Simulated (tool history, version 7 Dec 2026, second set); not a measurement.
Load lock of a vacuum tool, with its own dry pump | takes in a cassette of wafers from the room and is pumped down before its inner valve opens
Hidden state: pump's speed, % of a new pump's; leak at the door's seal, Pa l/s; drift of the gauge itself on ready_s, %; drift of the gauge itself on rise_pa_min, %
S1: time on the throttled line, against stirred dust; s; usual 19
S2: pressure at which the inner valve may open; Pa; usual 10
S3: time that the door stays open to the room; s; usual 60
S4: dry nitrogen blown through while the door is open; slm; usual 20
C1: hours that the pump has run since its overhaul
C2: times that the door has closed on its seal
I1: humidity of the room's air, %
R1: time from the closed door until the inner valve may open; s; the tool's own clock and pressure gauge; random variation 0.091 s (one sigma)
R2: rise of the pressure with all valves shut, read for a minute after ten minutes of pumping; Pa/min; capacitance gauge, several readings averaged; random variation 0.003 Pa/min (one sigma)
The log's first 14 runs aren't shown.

{"run": 15, "hour": 2768.5, "S1": 19, "S2": 10, "S3": 60, "S4": 5, "C1": 6627, "C2": 45876, "I1": 42.8, "R1": 29.19, "R2": 0.156}
{"run": 16, "hour": 2953.8, "S1": 16, "S2": 10, "S3": 60, "S4": 20, "C1": 6812, "C2": 46527, "I1": 46.8, "R1": 26.47, "R2": 0.147}
{"run": 17, "hour": 3194.6, "S1": 14, "S2": 10, "S3": 60, "S4": 20, "C1": 7053, "C2": 47373, "I1": 45.7, "R1": 24.82, "R2": 0.145}
{"run": 18, "hour": 3412.2, "S1": 14, "S2": 10, "S3": 60, "S4": 20, "C1": 7271, "C2": 48138, "I1": 44.4, "R1": 24.9, "R2": 0.153}
{"run": 19, "hour": 3601.6, "S1": 14, "S2": 10, "S3": 60, "S4": 20, "C1": 7460, "C2": 48803, "I1": 44.6, "R1": 24.7, "R2": 0.152}
{"run": 20, "hour": 3884.3, "S1": 14, "S2": 10, "S3": 60, "S4": 20, "C1": 7743, "C2": 49797, "I1": 46.3, "R1": 24.85, "R2": 0.16}
{"run": 21, "hour": 4063.4, "S1": 14, "S2": 12, "S3": 60, "S4": 20, "C1": 7922, "C2": 50426, "I1": 46.8, "R1": 24.36, "R2": 0.165}
{"run": 22, "hour": 4199.1, "S1": 14, "S2": 12, "S3": 60, "S4": 20, "C1": 8058, "C2": 50903, "I1": 43.8, "R1": 24.57, "R2": 0.166}
{"run": 23, "hour": 4445.5, "S1": 14, "S2": 12, "S3": 60, "S4": 20, "C1": 8304, "C2": 51769, "I1": 42.7, "R1": 24.57, "R2": 0.162}
{"run": 24, "hour": 4662.5, "S1": 25, "S2": 12, "S3": 121, "S4": 20, "C1": 8521, "C2": 52532, "I1": 46.7, "R1": 34.57, "R2": 0.18}

The next listed run, before its measurement:
{"run": 25, "hour": 4810.0, "S1": 19, "S2": 9, "S3": 231, "S4": 20, "C1": 8669, "C2": 53050, "I1": 47.9, "R1": "?", "R2": "?"}

{"run 25": {"R1": 29.54, "R2": 0.2}}
Without the tool's hidden state the same run would have given R1 28.33 s, R2 0.047 Pa/min.
